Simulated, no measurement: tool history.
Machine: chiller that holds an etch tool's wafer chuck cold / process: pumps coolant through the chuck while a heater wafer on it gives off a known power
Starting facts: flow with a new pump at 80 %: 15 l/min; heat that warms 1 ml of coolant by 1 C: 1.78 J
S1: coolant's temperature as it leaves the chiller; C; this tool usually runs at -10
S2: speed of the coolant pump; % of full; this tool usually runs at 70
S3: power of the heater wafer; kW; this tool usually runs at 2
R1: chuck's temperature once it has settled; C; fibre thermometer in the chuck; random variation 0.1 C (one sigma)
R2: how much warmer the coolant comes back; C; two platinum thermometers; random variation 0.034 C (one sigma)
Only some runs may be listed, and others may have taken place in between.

{"run": 1, "hour": 0.0, "S1": -10, "S2": 70, "S3": 2, "R1": 4.9, "R2": 5.29}
{"run": 2, "hour": 88.3, "S1": -10, "S2": 70, "S3": 2, "R1": 5, "R2": 5.35}
{"run": 3, "hour": 221.4, "S1": -10, "S2": 70, "S3": 2.667, "R1": 9.9, "R2": 7.13}
{"run": 4, "hour": 417.5, "S1": -10, "S2": 70, "S3": 2.667, "R1": 10, "R2": 7.16}
{"hour": 484.9, "done": "chiller's thermometer calibrated"}
{"run": 5, "hour": 617.6, "S1": -10, "S2": 70, "S3": 2.667, "R1": 10.6, "R2": 7.26}
{"run": 6, "hour": 792.4, "S1": -10, "S2": 70, "S3": 2, "R1": 6, "R2": 5.44}
{"hour": 905.1, "done": "chiller's thermometer calibrated, once more"}
{"run": 7, "hour": 968.4, "S1": -10, "S2": 70, "S3": 2.594, "R1": 8.9, "R2": 7.04}
{"run": 8, "hour": 1141.6, "S1": -10, "S2": 70, "S3": 2, "R1": 4.9, "R2": 5.5}
{"run": 9, "hour": 1276.8, "S1": -10, "S2": 70, "S3": 2, "R1": 4.9, "R2": 5.46}
{"run": 10, "hour": 1459.3, "S1": -10, "S2": 70, "S3": 2, "R1": 5.1, "R2": 5.45}
{"run": 11, "hour": 1582.3, "S1": -10, "S2": 70, "S3": 2, "R1": 5.2, "R2": 5.53}
{"hour": 1657.0, "done": "coolant changed, channels flushed"}
{"run": 12, "hour": 1694.5, "S1": -10, "S2": 70, "S3": 2, "R1": 4, "R2": 5.56}
{"run": 13, "hour": 1883.3, "S1": -10, "S2": 70, "S3": 2, "R1": 4.2, "R2": 5.56}
{"run": 14, "hour": 2045.5, "S1": -10, "S2": 70, "S3": 2, "R1": 4.4, "R2": 5.58}
{"run": 15, "hour": 2151.0, "S1": -10, "S2": 70, "S3": 2, "R1": 4.7, "R2": 5.64}
{"run": 16, "hour": 2283.7, "S1": -10, "S2": 70, "S3": 2, "R1": 4.6, "R2": 5.64}
{"run": 17, "hour": 2437.8, "S1": -10, "S2": 70, "S3": 2, "R1": 4.9, "R2": 5.59}
{"run": 18, "hour": 2537.0, "S1": -10, "S2": 70, "S3": 2, "R1": 4.9, "R2": 5.63}
{"run": 19, "hour": 2618.7, "S1": -10, "S2": 70, "S3": 2, "R1": 5, "R2": 5.67}
{"run": 20, "hour": 2763.1, "S1": -10, "S2": 82, "S3": 1.58, "R1": 1, "R2": 3.77}
{"run": 21, "hour": 2879.0, "S1": -10, "S2": 71, "S3": 1.58, "R1": 2.1, "R2": 4.48}
{"run": 22, "hour": 3022.3, "S1": -4, "S2": 98, "S3": 1.58, "R1": 6, "R2": 3.1}
{"run": 23, "hour": 3114.7, "S1": -4, "S2": 98, "S3": 1.58, "R1": 6.3, "R2": 3.1}
{"run": 24, "hour": 3213.8, "S1": 0, "S2": 89, "S3": 1.422, "R1": 9.9, "R2": 3.17}
{"run": 25, "hour": 3384.3, "S1": -14, "S2": 70, "S3": 1.303, "R1": -3.3, "R2": 3.76}
{"run": 26, "hour": 3493.2, "S1": -1, "S2": 70, "S3": 2, "R1": 14.9, "R2": 5.75}
{"run": 27, "hour": 3643.1, "S1": -1, "S2": 70, "S3": 2, "R1": 14.9, "R2": 5.78}
{"run": 28, "hour": 3791.6, "S1": -10, "S2": 70, "S3": 1.206, "R1": 0.1, "R2": 3.49}
{"run": 29, "hour": 3884.2, "S1": -10, "S2": 65, "S3": 1.399, "R1": 2, "R2": 4.45}
{"run": 30, "hour": 3980.7, "S1": -10, "S2": 65, "S3": 1.399, "R1": 2.3, "R2": 4.43}
{"run": 31, "hour": 4095.6, "S1": -10, "S2": 65, "S3": 1.399, "R1": 2.3, "R2": 4.42}
{"run": 32, "hour": 4207.2, "S1": -10, "S2": 95, "S3": 2, "R1": 3.9, "R2": 4.2}

What would each run have given without the hidden state, its run-to-run variation left as it was?
Unlogged tool condition in this case: heat passed by the chuck's channels, % of clean ones'; flow at a given pump speed, % of a new pump's; coolant's true temperature over the reading, C; drift of the gauge itself on chuck_c, C; drift of the gauge itself on warmer_back_c, C.
run=1 R1=3.4 R2=5.16
run=2 R1=3.3 R2=5.21
run=3 R1=7.9 R2=6.92
run=4 R1=7.7 R2=6.91
run=5 R1=7.7 R2=6.99
run=6 R1=3.3 R2=5.21
run=7 R1=7.3 R2=6.72
run=8 R1=3.5 R2=5.23
run=9 R1=3.3 R2=5.18
run=10 R1=3.3 R2=5.14
run=11 R1=3.3 R2=5.21
run=12 R1=3.2 R2=5.22
run=13 R1=3.3 R2=5.2
run=14 R1=3.3 R2=5.2
run=15 R1=3.6 R2=5.24
run=16 R1=3.3 R2=5.23
run=17 R1=3.5 R2=5.16
run=18 R1=3.3 R2=5.19
run=19 R1=3.3 R2=5.22
run=20 R1=-0.4 R2=3.46
run=21 R1=0.5 R2=4.1
run=22 R1=4.4 R2=2.83
run=23 R1=4.7 R2=2.82
run=24 R1=8.2 R2=2.88
run=25 R1=-5.1 R2=3.4
run=26 R1=12.4 R2=5.18
run=27 R1=12.3 R2=5.19
run=28 R1=-1.9 R2=3.12
run=29 R1=-0.4 R2=3.97
run=30 R1=-0.2 R2=3.94
run=31 R1=-0.3 R2=3.93
run=32 R1=1 R2=3.72
